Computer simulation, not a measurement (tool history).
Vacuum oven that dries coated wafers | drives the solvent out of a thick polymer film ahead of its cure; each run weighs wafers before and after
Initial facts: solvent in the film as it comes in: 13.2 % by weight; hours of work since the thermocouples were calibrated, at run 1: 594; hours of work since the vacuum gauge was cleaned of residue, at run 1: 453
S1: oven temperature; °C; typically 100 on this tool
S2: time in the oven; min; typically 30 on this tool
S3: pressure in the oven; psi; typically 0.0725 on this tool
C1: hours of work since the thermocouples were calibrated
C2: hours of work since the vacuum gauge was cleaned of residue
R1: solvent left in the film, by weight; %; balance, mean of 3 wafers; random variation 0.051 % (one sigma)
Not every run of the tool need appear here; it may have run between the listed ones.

run 1 hour=0 | S1=100 S2=30 S3=0.0725 | C1=594 C2=453 | R1=0.73
run 2 hour=16.7 | S1=100 S2=30 S3=0.0725 | C1=605 C2=463 | R1=0.82
run 3 hour=55.2 | S1=100 S2=46 S3=0.0725 | C1=629 C2=488 | R1=0.23
run 4 hour=94.5 | S1=100 S2=30 S3=0.0725 | C1=654 C2=513 | R1=0.75
run 5 hour=111.2 | S1=100 S2=30 S3=0.0725 | C1=665 C2=524 | R1=0.74
run 6 hour=148.4 | S1=90 S2=30 S3=0.0725 | C1=689 C2=548 | R1=2.39
run 7 hour=173.7 | S1=90 S2=30 S3=0.0725 | C1=705 C2=564 | R1=2.38
run 8 hour=197.5 | S1=100 S2=30 S3=0.0725 | C1=720 C2=579 | R1=0.82
run 9 hour=226.9 | S1=100 S2=30 S3=0.0725 | C1=739 C2=598 | R1=0.76
run 10 hour=254.9 | S1=94 S2=20 S3=0.0725 | C1=757 C2=616 | R1=2.99
run 11 hour=290.1 | S1=94 S2=30 S3=0.0405 | C1=780 C2=638 | R1=1.51
run 12 hour=314.7 | S1=100 S2=26 S3=0.1455 | C1=795 C2=654 | R1=1.21
run 13 hour=345.8 | S1=107 S2=30 S3=0.0725 | C1=815 C2=674 | R1=0.32
run 14 hour=377.2 | S1=107 S2=30 S3=0.0725 | C1=835 C2=694 | R1=0.3
run 15 hour=417.8 | S1=86 S2=17 S3=0.189 | C1=861 C2=720 | R1=5.52

Run 16 comes next. What will it give?
run 16 hour=443.1 | S1=99 S2=30 S3=0.077 | C1=877 C2=736 | R1=?

Run 16 produced R1 0.89 %.
Minus the tool's unlogged condition, the same run would have read R1 0.87 %.
